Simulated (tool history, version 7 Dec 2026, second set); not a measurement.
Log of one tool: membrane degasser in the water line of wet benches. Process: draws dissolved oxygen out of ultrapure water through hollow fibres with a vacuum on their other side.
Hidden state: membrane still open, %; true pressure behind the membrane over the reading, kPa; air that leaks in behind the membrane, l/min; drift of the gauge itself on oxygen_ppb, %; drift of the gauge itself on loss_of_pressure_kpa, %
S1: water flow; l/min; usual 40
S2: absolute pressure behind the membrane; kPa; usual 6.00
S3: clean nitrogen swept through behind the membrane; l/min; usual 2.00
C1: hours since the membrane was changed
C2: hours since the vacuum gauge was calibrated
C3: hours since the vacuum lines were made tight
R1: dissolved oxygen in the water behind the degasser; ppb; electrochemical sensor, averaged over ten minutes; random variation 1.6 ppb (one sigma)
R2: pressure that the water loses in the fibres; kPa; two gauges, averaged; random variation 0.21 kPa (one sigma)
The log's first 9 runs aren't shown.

run 10 hour=319.0 | S1=51 S2=6.00 S3=2.00 | C1=1944 C2=3298 C3=12231 | R1=224.2 R2=64.69
run 11 hour=350.3 | S1=51 S2=6.00 S3=2.00 | C1=1975 C2=3330 C3=12262 | R1=222.4 R2=64.56
run 12 hour=377.8 | S1=40 S2=11.51 S3=2.00 | C1=2003 C2=3357 C3=12289 | R1=386.3 R2=50.71
run 13 hour=432.8 | S1=40 S2=10.40 S3=2.00 | C1=2058 C2=3412 C3=12344 | R1=336.9 R2=50.52
run 14 hour=481.7 | S1=40 S2=10.40 S3=2.00 | C1=2106 C2=3461 C3=12393 | R1=342.8 R2=50.83
run 15 hour=521.4 | S1=40 S2=6.00 S3=2.00 | C1=2146 C2=3501 C3=12433 | R1=151.9 R2=50.70
run 16 hour=563.3 | S1=40 S2=6.00 S3=2.00 | C1=2188 C2=3543 C3=12475 | R1=153.6 R2=50.60
run 17 hour=597.0 | S1=42 S2=4.80 S3=2.21 | C1=2222 C2=3576 C3=12509 | R1=102.6 R2=52.91
run 18 hour=637.9 | S1=49 S2=4.74 S3=0.81 | C1=2263 C2=3617 C3=12550 | R1=225.9 R2=61.77
run 19 hour=674.7 | S1=49 S2=4.74 S3=0.81 | C1=2299 C2=3654 C3=12586 | R1=225.2 R2=62.08
-- hour=692.8 vacuum gauge calibrated
run 20 hour=718.5 | S1=39 S2=6.00 S3=1.46 | C1=2343 C2=26 C3=12630 | R1=185.3 R2=49.27
run 21 hour=755.8 | S1=39 S2=6.00 S3=1.46 | C1=2380 C2=63 C3=12667 | R1=185.7 R2=48.90
run 22 hour=798.8 | S1=47 S2=12.70 S3=1.46 | C1=2423 C2=106 C3=12710 | R1=656.9 R2=59.08
run 23 hour=848.5 | S1=52 S2=12.67 S3=1.94 | C1=2473 C2=156 C3=12760 | R1=591.5 R2=65.08
run 24 hour=897.8 | S1=52 S2=12.67 S3=1.94 | C1=2522 C2=205 C3=12809 | R1=583.4 R2=65.11
run 25 hour=934.0 | S1=27 S2=6.00 S3=1.24 | C1=2558 C2=241 C3=12845 | R1=137.3 R2=33.31
-- hour=975.8 gauge calibrated
run 26 hour=981.4 | S1=44 S2=4.76 S3=2.00 | C1=2606 C2=289 C3=12893 | R1=116.6 R2=56.30
run 27 hour=1013.5 | S1=40 S2=12.33 S3=2.00 | C1=2638 C2=321 C3=12925 | R1=409.5 R2=51.28
run 28 hour=1042.8 | S1=26 S2=11.32 S3=2.00 | C1=2667 C2=350 C3=12954 | R1=243.3 R2=33.23
run 29 hour=1068.5 | S1=48 S2=9.12 S3=1.26 | C1=2693 C2=376 C3=12980 | R1=491.7 R2=61.38
run 30 hour=1113.1 | S1=48 S2=9.12 S3=1.26 | C1=2737 C2=420 C3=13024 | R1=490.2 R2=61.70
run 31 hour=1135.7 | S1=48 S2=9.12 S3=1.26 | C1=2760 C2=443 C3=13047 | R1=491.3 R2=61.18
-- hour=1175.3 seals of the vacuum lines changed
run 32 hour=1177.7 | S1=45 S2=9.12 S3=3.85 | C1=2800 C2=483 C3=2 | R1=203.0 R2=57.22

3 ways to go on from here, each from the tool as it stands after run 32. What would each give?
run A hour=1224.0 | S1=45 S2=6.46 S3=0.89 | C1=2846 C2=529 C3=49 | R1=? R2=?
run B hour=1224.0 | S1=35 S2=6.00 S3=2.00 | C1=2846 C2=529 C3=49 | R1=? R2=?
run C hour=1224.0 | S1=32 S2=7.58 S3=2.26 | C1=2846 C2=529 C3=49 | R1=? R2=?

run=A R1=348.7 R2=57.36
run=B R1=125.8 R2=44.97
run=C R1=154.4 R2=40.63
Without the tool's hidden state the same runs would have given:
run=A R1=348.7 R2=57.72
run=B R1=125.8 R2=45.25
run=C R1=154.4 R2=40.88
